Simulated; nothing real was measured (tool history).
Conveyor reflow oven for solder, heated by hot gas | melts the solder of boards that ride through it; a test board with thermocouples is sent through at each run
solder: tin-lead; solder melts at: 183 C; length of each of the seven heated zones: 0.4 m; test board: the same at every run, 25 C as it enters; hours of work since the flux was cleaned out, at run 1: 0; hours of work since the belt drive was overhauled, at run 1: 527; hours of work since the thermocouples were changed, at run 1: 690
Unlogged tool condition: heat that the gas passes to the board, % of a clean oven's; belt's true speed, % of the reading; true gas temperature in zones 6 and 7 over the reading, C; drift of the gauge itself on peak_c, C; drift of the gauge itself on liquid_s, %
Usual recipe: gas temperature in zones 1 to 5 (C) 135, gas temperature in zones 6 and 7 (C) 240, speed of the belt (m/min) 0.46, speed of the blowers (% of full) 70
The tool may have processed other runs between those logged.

run   hour  gas temperature in zones 1 to 5 (C)  gas temperature in zones 6 and 7 (C)  speed of the belt (m/min)  speed of the blowers (% of full)  hours of work since the flux was cleaned out  hours of work since the belt drive was overhauled  hours of work since the thermocouples were changed  highest temperature of the board (C)  time above the solder's melting point (s)
  1      0                                  135                                   240                       0.46                                70                                             0                                                527                                                 690                                 220.4                                       79.2
  2   28.2                                  135                                   240                       0.46                                70                                            20                                                547                                                 711                                 220.5                                      79.17
  3   63.6                                  135                                   240                       0.46                                70                                            46                                                573                                                 736                                 220.3                                      79.29
  4   81.4                                  135                                   240                       0.46                                70                                            58                                                586                                                 749                                 220.3                                      79.33
  5  100.4                                  135                                   240                       0.46                                70                                            72                                                599                                                 763                                 220.3                                      79.19
  6  119.5                                  135                                   240                       0.46                                70                                            86                                                613                                                 776                                 220.1                                      79.26
  7  155.1                                  135                                   234                       0.46                                70                                           111                                                639                                                 802                                 215.1                                       73.9
  8  179.3                                  135                                   234                       0.46                                70                                           129                                                656                                                 819                                 215.1                                      73.75
  9  210.7                                  135                                   234                       0.46                                70                                           152                                                679                                                 842                                 215.2                                      73.89
     224.7  -- flux residue cleaned out of gas plates and filters
 10  256.8                                  135                                   240                      0.471                                70                                            23                                                708                                                 871                                 219.3                                      76.45
 11  281.3                                  135                                   240                       0.46                                70                                            41                                                726                                                 889                                 220.2                                      79.27
     301.4  -- thermocouples of zones 6 and 7 changed
 12  324.5                                  135                                   240                       0.46                                70                                            70                                                755                                                  17                                 220.2                                      79.36
 13  357.6                                  135                                   240                       0.46                                70                                            94                                                779                                                  40                                 220.3                                      79.38
 14  382.2                                  135                                   240                       0.46                                70                                           112                                                797                                                  58                                 220.3                                      79.32
 15  415.9                                  135                                   240                       0.46                                70                                           136                                                821                                                  82                                   220                                      79.23
 16  438.5                                  135                                   236                      0.426                                55                                           152                                                837                                                  99                                 214.9                                      78.58
     452.8  -- flux residue cleaned out of gas plates and filters
 17  467.7                                  125                                   252                      0.464                                74                                            11                                                855                                                 116                                 229.7                                      82.94
 18  497.4                                  135                                   240                       0.46                                80                                            32                                                876                                                 137                                 223.1                                      82.47
 19  519.4                                  124                                   240                       0.46                                51                                            48                                                892                                                 153                                 210.5                                      61.31
 20  551.3                                  124                                   240                       0.46                                51                                            71                                                915                                                 176                                 210.5                                      61.42
 21    577                                  124                                   240                       0.46                                51                                            89                                                933                                                 195                                 210.4                                      61.48
 22  595.2                                  137                                   241                      0.446                                51                                           102                                                946                                                 208                                 215.7                                      76.68
 23  621.8                                  137                                   241                      0.446                                51                                           122                                                966                                                 227                                 215.9                                      76.57
 24    652                                  130                                   242                      0.416                                73                                           143                                                987                                                 249                                 225.5                                       91.6
     676.8  -- flux residue cleaned out of gas plates and filters
 25  676.8                                  134                                   230                      0.385                                66                                             0                                               1002                                                 263                                   216                                      90.77
 26  713.7                                  125                                   240                       0.46                                70                                            27                                               1028                                                 289                                 218.3                                      73.02
 27    734                                  147                                   240                       0.46                                83                                            41                                               1043                                                 304                                 225.7                                      90.47
 28    753                                  135                                   237                      0.514                                70                                            55                                               1056                                                 318                                 213.5                                      63.51
 29  781.4                                  130                                   240                       0.46                                76                                            75                                               1077                                                 338                                   221                                      78.13

Consider 3 possible next runs. They are alternatives, not a sequence: every one starts from the tool as it was left by run 29. What does each give?
     794.4  -- belt drive overhauled, speed set with a stopwatch
  A  807.9                                  135                                   240                       0.46                                58                                            91                                                 10                                                 354                                     ?                                          ?
     794.4  -- belt drive overhauled, speed set with a stopwatch
  B  807.9                                  135                                   240                      0.495                                83                                            91                                                 10                                                 354                                     ?                                          ?
     794.4  -- belt drive overhauled, speed set with a stopwatch
  C  807.9                                  135                                   239                      0.434                                70                                            91                                                 10                                                 354                                     ?                                          ?

run  highest temperature of the board (C)  time above the solder's melting point (s)
  A                                   216                                      73.91
  B                                 221.2                                      74.62
  C                                 221.4                                      85.71
Without the tool's hidden state the same runs would have given:
run  highest temperature of the board (C)  time above the solder's melting point (s)
  A                                   216                                      73.92
  B                                 221.2                                      74.63
  C                                 221.4                                      85.72

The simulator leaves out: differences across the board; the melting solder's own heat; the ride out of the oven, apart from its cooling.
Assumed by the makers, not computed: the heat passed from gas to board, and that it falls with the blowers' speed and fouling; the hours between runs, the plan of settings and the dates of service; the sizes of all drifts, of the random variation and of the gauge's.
